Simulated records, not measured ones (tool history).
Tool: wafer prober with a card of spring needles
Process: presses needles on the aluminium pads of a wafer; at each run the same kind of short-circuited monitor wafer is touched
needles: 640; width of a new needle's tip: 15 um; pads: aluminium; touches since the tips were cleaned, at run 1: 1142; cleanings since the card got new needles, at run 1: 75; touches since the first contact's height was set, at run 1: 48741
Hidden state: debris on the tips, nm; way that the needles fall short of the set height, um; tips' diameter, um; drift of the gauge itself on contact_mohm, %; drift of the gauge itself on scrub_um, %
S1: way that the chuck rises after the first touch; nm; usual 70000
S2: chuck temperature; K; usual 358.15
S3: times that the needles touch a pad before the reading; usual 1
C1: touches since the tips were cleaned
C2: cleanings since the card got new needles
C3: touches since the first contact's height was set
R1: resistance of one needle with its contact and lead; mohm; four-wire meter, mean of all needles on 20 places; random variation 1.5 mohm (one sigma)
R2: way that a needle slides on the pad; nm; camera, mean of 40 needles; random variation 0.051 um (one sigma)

run	hour	S1	S2	S3	C1	C2	C3	R1	R2
1	0	70000	358.15	1	1142	75	48741	225	11690
# hour 4.7: tips cleaned on abrasive film
# hour 13.9: tips cleaned on abrasive film
# hour 25.4: tips cleaned on abrasive film
# hour 36.8: tips cleaned on abrasive film
# hour 48.3: tips cleaned on abrasive film
2	50.9	70000	306.15	1	514	80	58774	213	11560
# hour 57.9: tips cleaned on abrasive film
# hour 67.1: tips cleaned on abrasive film
# hour 78.6: tips cleaned on abrasive film
# hour 87.8: tips cleaned on abrasive film
3	96	70000	358.15	1	1630	84	67658	229	11440
# hour 98.3: tips cleaned on abrasive film
# hour 109.8: tips cleaned on abrasive film
# hour 119: tips cleaned on abrasive film
# hour 130.5: tips cleaned on abrasive film
4	136.8	70000	358.15	1	1253	88	75712	226	11420
# hour 141.5: tips cleaned on abrasive film
# hour 153: tips cleaned on abrasive film
# hour 164.5: tips cleaned on abrasive film
# hour 176: tips cleaned on abrasive film
# hour 187.5: tips cleaned on abrasive film
# hour 198.9: tips cleaned on abrasive film
5	206	70000	350.15	1	1411	94	89362	228	11360
# hour 208.4: tips cleaned on abrasive film
# hour 219.9: tips cleaned on abrasive film
# hour 231.4: tips cleaned on abrasive film
# hour 242.9: tips cleaned on abrasive film
# hour 254.4: tips cleaned on abrasive film
# hour 265.9: tips cleaned on abrasive film
# hour 277.3: tips cleaned on abrasive film
6	278.5	70000	350.15	1	222	101	103635	221	11160
# hour 287.7: tips cleaned on abrasive film
# hour 296.9: tips cleaned on abrasive film
# hour 308.4: tips cleaned on abrasive film
# hour 319.9: tips cleaned on abrasive film
# hour 331.4: tips cleaned on abrasive film
7	331.6	70000	358.15	1	44	106	114105	222	11050
# hour 340.8: tips cleaned on abrasive film
# hour 352.3: tips cleaned on abrasive film
# hour 354.9: height of the first contact set anew
# hour 364.1: tips cleaned on abrasive film
# hour 375.6: tips cleaned on abrasive film
# hour 384.8: tips cleaned on abrasive film
# hour 396.3: tips cleaned on abrasive film
# hour 407.8: tips cleaned on abrasive film
# hour 417: tips cleaned on abrasive film
8	420	70000	358.15	1	612	114	12852	224	11960
# hour 427: tips cleaned on abrasive film
# hour 436.2: tips cleaned on abrasive film
# hour 447.7: tips cleaned on abrasive film
# hour 459.2: tips cleaned on abrasive film
# hour 470.7: tips cleaned on abrasive film
# hour 482.2: tips cleaned on abrasive film
9	490.5	70000	376.15	1	1663	120	26754	233	11840
# hour 492.9: tips cleaned on abrasive film
# hour 502.1: tips cleaned on abrasive film
# hour 513.6: tips cleaned on abrasive film
# hour 522.8: tips cleaned on abrasive film
# hour 534.3: tips cleaned on abrasive film
# hour 545.8: tips cleaned on abrasive film
# hour 557.3: tips cleaned on abrasive film
# hour 566.5: tips cleaned on abrasive film
# hour 578: tips cleaned on abrasive film
10	581.6	70000	376.15	1	714	129	44695	232	11690
# hour 588.5: tips cleaned on abrasive film
# hour 600: tips cleaned on abrasive film
# hour 609.2: tips cleaned on abrasive film
# hour 620.7: tips cleaned on abrasive film
# hour 632.2: tips cleaned on abrasive film
# hour 643.7: tips cleaned on abrasive film
11	651.1	70000	358.15	1	1478	135	58413	231	11490
# hour 653.5: tips cleaned on abrasive film
# hour 662.7: tips cleaned on abrasive film
# hour 674.2: tips cleaned on abrasive film
# hour 685.7: tips cleaned on abrasive film
# hour 695.4: tips cleaned on abrasive film
12	695.4	70000	358.15	1	0	140	67126	221	11510
# hour 706.9: tips cleaned on abrasive film
# hour 716.1: tips cleaned on abrasive film
# hour 727.6: tips cleaned on abrasive film
# hour 739.1: tips cleaned on abrasive film
# hour 748.3: tips cleaned on abrasive film
# hour 759.8: tips cleaned on abrasive film
# hour 771.3: tips cleaned on abrasive film
# hour 782.8: tips cleaned on abrasive film
13	786.3	64000	316.15	1	705	148	85056	217	10290
# hour 793.2: tips cleaned on abrasive film
# hour 804.7: tips cleaned on abrasive film
# hour 816.2: tips cleaned on abrasive film
# hour 827.7: tips cleaned on abrasive film
# hour 839.2: tips cleaned on abrasive film
# hour 850.7: tips cleaned on abrasive film
# hour 860.9: tips cleaned on abrasive film
14	860.9	64000	319.15	1	0	155	99762	216	10250
# hour 872.4: tips cleaned on abrasive film
# hour 881.6: tips cleaned on abrasive film
# hour 893.1: tips cleaned on abrasive film
# hour 904.6: tips cleaned on abrasive film
# hour 916.1: tips cleaned on abrasive film
# hour 927.6: tips cleaned on abrasive film
# hour 936.8: tips cleaned on abrasive film
15	938.7	75000	349.15	1	389	162	115111	225	12010
# hour 947.9: tips cleaned on abrasive film
# hour 955.1: height of the first contact set anew
# hour 959.7: tips cleaned on abrasive film
# hour 971.2: tips cleaned on abrasive film
# hour 982.7: tips cleaned on abrasive film
16	984.8	64000	368.15	2	412	166	5852	230	10880
# hour 994: tips cleaned on abrasive film
# hour 1003.2: tips cleaned on abrasive film
# hour 1014.7: tips cleaned on abrasive film
# hour 1026.2: tips cleaned on abrasive film
17	1034	55000	306.15	1	1545	170	15557	227	9290
# hour 1036.3: tips cleaned on abrasive film
# hour 1047.8: tips cleaned on abrasive film
# hour 1059.3: tips cleaned on abrasive film
# hour 1070.8: tips cleaned on abrasive film
# hour 1082.3: tips cleaned on abrasive film
# hour 1093.8: tips cleaned on abrasive film
18	1097	55000	306.15	1	646	176	27990	220	9220
# hour 1104: tips cleaned on abrasive film
# hour 1113.2: tips cleaned on abrasive film
# hour 1124.7: tips cleaned on abrasive film
# hour 1133.9: tips cleaned on abrasive film
# hour 1145.4: tips cleaned on abrasive film
# hour 1154.6: tips cleaned on abrasive film
# hour 1166.1: tips cleaned on abrasive film
19	1167	55000	306.15	1	188	183	41778	217	9140
# hour 1176.2: tips cleaned on abrasive film
# hour 1187.7: tips cleaned on abrasive film
# hour 1199.2: tips cleaned on abrasive film
# hour 1210.7: tips cleaned on abrasive film
# hour 1219.9: tips cleaned on abrasive film
# hour 1231.4: tips cleaned on abrasive film
# hour 1242.9: tips cleaned on abrasive film
20	1251.1	70000	370.15	1	1638	190	58376	238	11660
# hour 1253.5: tips cleaned on abrasive film
# hour 1265: tips cleaned on abrasive film
# hour 1276.5: tips cleaned on abrasive film
# hour 1288: tips cleaned on abrasive film
# hour 1299.5: tips cleaned on abrasive film
# hour 1311: tips cleaned on abrasive film
21	1316.5	50000	370.15	1	1107	196	71270	246	8080
# hour 1321.2: tips cleaned on abrasive film
# hour 1330.4: tips cleaned on abrasive film
# hour 1341.9: tips cleaned on abrasive film
# hour 1353.4: tips cleaned on abrasive film
22	1360.9	86000	348.15	1	1502	200	80025	226	14180

Hidden state or all else? Some run-to-run changes of R1, split into what the settings, what came in and random variation would give without the hidden state, and what is left for the hidden state (with any gauge scatter that isn't in both results):
Run 16 -> 17: S1 64000 -> 55000, S2 368.15 -> 306.15, S3 2 -> 1, tips cleaned on abrasive film, tips cleaned on abrasive film, tips cleaned on abrasive film, tips cleaned on abrasive film. R1 -3 mohm: hidden state +12, all else -15.
Run 19 -> 20: S1 55000 -> 70000, S2 306.15 -> 370.15, tips cleaned on abrasive film, tips cleaned on abrasive film, tips cleaned on abrasive film, tips cleaned on abrasive film, tips cleaned on abrasive film, tips cleaned on abrasive film, tips cleaned on abrasive film. R1 +21 mohm: hidden state +6, all else +15.
Run 21 -> 22: S1 50000 -> 86000, S2 370.15 -> 348.15, tips cleaned on abrasive film, tips cleaned on abrasive film, tips cleaned on abrasive film, tips cleaned on abrasive film. R1 -20 mohm: hidden state -12, all else -8.

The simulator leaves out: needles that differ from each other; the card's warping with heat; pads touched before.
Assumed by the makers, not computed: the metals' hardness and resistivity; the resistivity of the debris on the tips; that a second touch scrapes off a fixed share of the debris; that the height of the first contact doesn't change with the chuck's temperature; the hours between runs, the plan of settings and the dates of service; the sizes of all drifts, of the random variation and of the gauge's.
